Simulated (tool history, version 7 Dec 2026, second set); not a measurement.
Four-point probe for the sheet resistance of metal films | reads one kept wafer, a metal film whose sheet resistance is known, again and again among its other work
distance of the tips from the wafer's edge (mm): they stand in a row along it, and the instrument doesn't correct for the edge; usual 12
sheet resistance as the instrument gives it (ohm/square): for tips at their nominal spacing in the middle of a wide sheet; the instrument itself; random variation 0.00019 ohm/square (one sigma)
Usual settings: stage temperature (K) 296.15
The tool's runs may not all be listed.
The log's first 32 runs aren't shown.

run    hour  stage temperature (K)  distance of the tips from the wafer's edge (mm)  touches since the probe head was changed  hours of work since the stage's thermometer was calibrated  sheet resistance as the instrument gives it (ohm/square)
 33  3020.8                 302.15                                               17                                     95008                                                        1924                                                  0.971660
 34  3110.1                 308.15                                                4                                     98427                                                        1968                                                  0.985071
 35  3178.1                 308.15                                                4                                    101031                                                        2001                                                  0.985423
 36  3261.1                 308.15                                                4                                    104210                                                        2042                                                  0.985983
 37  3341.8                 308.15                                                4                                    107300                                                        2081                                                  0.986571
 38  3437.8                 307.15                                               23                                    110976                                                        2128                                                  0.973929
 39  3550.3                 301.15                                               16                                    115283                                                        2183                                                  0.973781
 40  3634.7                 296.15                                                6                                    118515                                                        2224                                                  0.977938

The next listed run, before its measurement:
 41  3766.2                 296.15                                                6                                    123549                                                        2289                                                         ?

{"run 41": {"sheet resistance as the instrument gives it (ohm/square)": 0.978872}}
Without the tool's hidden state the same run would have given sheet resistance as the instrument gives it (ohm/square) 0.970732.

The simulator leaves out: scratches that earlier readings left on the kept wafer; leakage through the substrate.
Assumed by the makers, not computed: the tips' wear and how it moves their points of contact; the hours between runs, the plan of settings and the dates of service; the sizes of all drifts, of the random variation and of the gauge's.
